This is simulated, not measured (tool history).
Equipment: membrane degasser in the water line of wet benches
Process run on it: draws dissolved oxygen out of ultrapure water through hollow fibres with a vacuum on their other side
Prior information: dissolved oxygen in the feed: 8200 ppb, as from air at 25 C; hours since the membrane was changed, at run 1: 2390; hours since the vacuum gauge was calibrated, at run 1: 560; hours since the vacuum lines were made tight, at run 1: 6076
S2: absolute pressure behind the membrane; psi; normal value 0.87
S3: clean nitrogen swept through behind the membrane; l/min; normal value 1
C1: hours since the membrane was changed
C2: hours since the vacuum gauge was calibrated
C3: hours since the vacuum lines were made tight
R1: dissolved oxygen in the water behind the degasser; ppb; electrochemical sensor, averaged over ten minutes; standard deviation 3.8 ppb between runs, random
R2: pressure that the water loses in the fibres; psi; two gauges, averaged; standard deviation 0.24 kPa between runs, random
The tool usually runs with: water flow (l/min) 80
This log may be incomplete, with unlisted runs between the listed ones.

{"run": 1, "hour": 0.0, "water flow (l/min)": 80, "S2": 0.87, "S3": 1, "C1": 2390, "C2": 560, "C3": 6076, "R1": 430.6, "R2": 9.484}
{"run": 2, "hour": 337.8, "water flow (l/min)": 80, "S2": 0.87, "S3": 1, "C1": 2728, "C2": 898, "C3": 6414, "R1": 433.5, "R2": 9.5}
{"run": 3, "hour": 667.6, "water flow (l/min)": 80, "S2": 0.87, "S3": 0.64, "C1": 3057, "C2": 1228, "C3": 6743, "R1": 542.9, "R2": 9.545}
{"run": 4, "hour": 938.4, "water flow (l/min)": 80, "S2": 0.87, "S3": 0.64, "C1": 3328, "C2": 1499, "C3": 7014, "R1": 551, "R2": 9.497}
{"run": 5, "hour": 1196.6, "water flow (l/min)": 80, "S2": 0.811, "S3": 1, "C1": 3586, "C2": 1757, "C3": 7273, "R1": 384.2, "R2": 9.523}
{"run": 6, "hour": 1368.5, "water flow (l/min)": 80, "S2": 0.87, "S3": 1.67, "C1": 3758, "C2": 1929, "C3": 7444, "R1": 328.3, "R2": 9.529}
{"run": 7, "hour": 1610.8, "water flow (l/min)": 80, "S2": 0.87, "S3": 1.67, "C1": 4001, "C2": 2171, "C3": 7687, "R1": 333, "R2": 9.606}
{"run": 8, "hour": 1878.5, "water flow (l/min)": 80, "S2": 0.87, "S3": 1.67, "C1": 4268, "C2": 2439, "C3": 7954, "R1": 326.5, "R2": 9.52}
{"run": 9, "hour": 2135.7, "water flow (l/min)": 80, "S2": 0.87, "S3": 0.52, "C1": 4525, "C2": 2696, "C3": 8212, "R1": 608.5, "R2": 9.574}
{"run": 10, "hour": 2468.7, "water flow (l/min)": 80, "S2": 0.87, "S3": 0.52, "C1": 4858, "C2": 3029, "C3": 8545, "R1": 604.7, "R2": 9.587}
{"run": 11, "hour": 2611.0, "water flow (l/min)": 80, "S2": 0.87, "S3": 0.52, "C1": 5001, "C2": 3171, "C3": 8687, "R1": 611.1, "R2": 9.612}
{"run": 12, "hour": 2844.4, "water flow (l/min)": 69, "S2": 0.87, "S3": 1, "C1": 5234, "C2": 3404, "C3": 8920, "R1": 382.8, "R2": 8.345}
{"hour": 3033.2, "done": "seals of the vacuum lines changed"}
{"run": 13, "hour": 3033.2, "water flow (l/min)": 69, "S2": 0.87, "S3": 1, "C1": 5421, "C2": 3591, "C3": 0, "R1": 384.8, "R2": 8.301}
{"run": 14, "hour": 3306.4, "water flow (l/min)": 69, "S2": 0.87, "S3": 1, "C1": 5694, "C2": 3864, "C3": 273, "R1": 382.1, "R2": 8.341}
{"run": 15, "hour": 3449.5, "water flow (l/min)": 69, "S2": 0.87, "S3": 1, "C1": 5837, "C2": 4008, "C3": 416, "R1": 382.4, "R2": 8.27}
{"run": 16, "hour": 3746.7, "water flow (l/min)": 69, "S2": 0.87, "S3": 1, "C1": 6134, "C2": 4305, "C3": 713, "R1": 385.2, "R2": 8.328}
{"run": 17, "hour": 3966.2, "water flow (l/min)": 80, "S2": 0.756, "S3": 1.45, "C1": 6354, "C2": 4524, "C3": 933, "R1": 290.8, "R2": 9.748}
{"run": 18, "hour": 4212.0, "water flow (l/min)": 123, "S2": 1.034, "S3": 1.45, "C1": 6600, "C2": 4770, "C3": 1179, "R1": 840.4, "R2": 14.914}
{"run": 19, "hour": 4406.1, "water flow (l/min)": 79, "S2": 0.87, "S3": 0.55, "C1": 6794, "C2": 4964, "C3": 1373, "R1": 609.9, "R2": 9.568}
{"run": 20, "hour": 4600.1, "water flow (l/min)": 79, "S2": 0.87, "S3": 0.55, "C1": 6988, "C2": 5158, "C3": 1567, "R1": 614.4, "R2": 9.53}
{"run": 21, "hour": 4884.9, "water flow (l/min)": 79, "S2": 0.87, "S3": 0.55, "C1": 7273, "C2": 5443, "C3": 1852, "R1": 610.5, "R2": 9.612}
{"run": 22, "hour": 5093.3, "water flow (l/min)": 50, "S2": 1.243, "S3": 0.69, "C1": 7481, "C2": 5651, "C3": 2060, "R1": 655.8, "R2": 6.103}
{"hour": 5239.0, "done": "vacuum gauge calibrated"}
{"run": 23, "hour": 5382.9, "water flow (l/min)": 56, "S2": 0.629, "S3": 1, "C1": 7770, "C2": 144, "C3": 2349, "R1": 131.2, "R2": 6.783}
{"run": 24, "hour": 5547.5, "water flow (l/min)": 80, "S2": 2.11, "S3": 1.57, "C1": 7935, "C2": 309, "C3": 2514, "R1": 1073.2, "R2": 9.836}
{"run": 25, "hour": 5769.5, "water flow (l/min)": 80, "S2": 0.87, "S3": 0.42, "C1": 8157, "C2": 530, "C3": 2736, "R1": 658.7, "R2": 9.818}
{"run": 26, "hour": 5922.3, "water flow (l/min)": 109, "S2": 1.64, "S3": 2.53, "C1": 8310, "C2": 683, "C3": 2889, "R1": 875, "R2": 13.396}
{"run": 27, "hour": 6213.6, "water flow (l/min)": 126, "S2": 1.33, "S3": 1.49, "C1": 8601, "C2": 975, "C3": 3180, "R1": 1114.2, "R2": 15.506}
{"run": 28, "hour": 6528.6, "water flow (l/min)": 126, "S2": 1.33, "S3": 1.49, "C1": 8916, "C2": 1290, "C3": 3495, "R1": 1094.4, "R2": 15.413}
{"run": 29, "hour": 6858.8, "water flow (l/min)": 76, "S2": 1.5, "S3": 1.49, "C1": 9246, "C2": 1620, "C3": 3825, "R1": 721.5, "R2": 9.316}
{"run": 30, "hour": 7126.4, "water flow (l/min)": 78, "S2": 1.081, "S3": 0.61, "C1": 9514, "C2": 1887, "C3": 4093, "R1": 798.5, "R2": 9.604}
{"run": 31, "hour": 7422.5, "water flow (l/min)": 52, "S2": 0.872, "S3": 0.62, "C1": 9810, "C2": 2183, "C3": 4389, "R1": 397, "R2": 6.432}
{"run": 32, "hour": 7745.1, "water flow (l/min)": 52, "S2": 0.872, "S3": 0.62, "C1": 10132, "C2": 2506, "C3": 4711, "R1": 393.1, "R2": 6.457}

Selected run-to-run steps in R1, each split into two signed amounts: the part the tool would show with no hidden state at all (from settings, incoming material and random variation), and the remainder, which goes to the hidden state together with any gauge scatter not common to the measured and the hidden-state-free results:
The tool's hidden condition here consists of: membrane still open, %; true pressure behind the membrane over the reading, kPa; air that leaks in behind the membrane, l/min; drift of the gauge itself on oxygen_ppb, %; drift of the gauge itself on loss_of_pressure_kpa, %.
Run 17 -> 18: water flow (l/min) 80 -> 123, S2 0.756 -> 1.034. R1 +549.6 ppb: hidden state +28.1, all else +521.5.
Run 22 -> 23: water flow (l/min) 50 -> 56, S2 1.243 -> 0.629, S3 0.69 -> 1, vacuum gauge calibrated. R1 -524.6 ppb: hidden state -16.1, all else -508.5.
Run 23 -> 24: water flow (l/min) 56 -> 80, S2 0.629 -> 2.11, S3 1 -> 1.57. R1 +942 ppb: hidden state +10.2, all else +931.8.
Run 25 -> 26: water flow (l/min) 80 -> 109, S2 0.87 -> 1.64, S3 0.42 -> 2.53. R1 +216.3 ppb: hidden state +22.4, all else +193.9.
Run 28 -> 29: water flow (l/min) 126 -> 76, S2 1.33 -> 1.5. R1 -372.9 ppb: hidden state -34.4, all else -338.5.
